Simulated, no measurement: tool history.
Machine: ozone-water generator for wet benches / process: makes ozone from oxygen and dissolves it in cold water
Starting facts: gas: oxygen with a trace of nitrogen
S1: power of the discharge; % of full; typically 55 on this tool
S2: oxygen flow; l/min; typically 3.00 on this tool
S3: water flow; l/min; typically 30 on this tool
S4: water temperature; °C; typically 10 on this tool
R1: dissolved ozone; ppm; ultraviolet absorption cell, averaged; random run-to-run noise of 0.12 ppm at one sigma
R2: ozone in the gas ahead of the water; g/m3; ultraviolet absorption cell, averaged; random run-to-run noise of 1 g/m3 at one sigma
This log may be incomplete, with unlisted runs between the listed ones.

run,hour,S1,S2,S3,S4,R1,R2
1,0.0,55,3.00,30,10,10.7,178.5
2,97.3,55,3.00,30,10,10.4,179.9
3,175.0,55,3.00,30,10,10.5,178.6
4,289.5,43,3.00,30,10,8.5,144.0
5,384.7,43,3.00,30,10,8.5,143.8
# hour 401.7: contactor cleaned
6,503.4,43,3.00,30,10,8.7,144.9
7,659.0,55,3.00,30,10,10.6,179.9
8,751.8,55,3.00,30,10,10.6,179.7
9,910.7,55,3.00,30,10,10.6,182.6
10,1032.3,64,3.00,30,10,12.2,209.4
11,1104.7,48,3.00,30,10,9.3,160.5
12,1231.1,48,3.00,30,10,9.3,162.8
13,1308.9,48,3.00,30,10,9.2,162.4
# hour 1410.5: gauge calibrated
14,1437.4,95,3.00,30,16,16.5,287.9
15,1572.0,60,2.10,32,5,10.3,242.8
16,1736.2,60,2.10,32,5,10.3,243.8
17,1835.5,60,2.10,32,5,10.1,243.6
18,1911.5,43,2.21,38,14,6.1,174.8
19,2007.8,55,3.00,28,8,11.4,179.5
20,2114.0,55,3.00,41,11,7.7,179.5
21,2207.7,55,3.00,20,11,15.1,180.8
22,2334.0,75,4.52,25,8,17.5,184.2
23,2500.4,57,3.00,30,15,10.7,185.7
24,2641.5,79,2.04,24,7,17.3,320.6
25,2755.0,79,2.04,24,7,17.4,323.2
26,2836.7,79,2.04,24,7,17.4,327.6

Forecast each of these 4 alternatives for the next run:
A,2936.4,56,2.04,34,7,?,?
B,2936.4,48,2.04,19,7,?,?
C,2936.4,55,3.00,30,16,?,?
D,2936.4,55,3.00,42,10,?,?

run,R1,R2
A,8.7,237.1
B,14.1,206.6
C,10.1,183.0
D,7.6,185.4
With the hidden condition removed and each run's random variation left untouched, the same runs would have given:
run,R1,R2
A,8.7,229.8
B,14.2,200.3
C,10.1,177.4
D,7.6,179.8
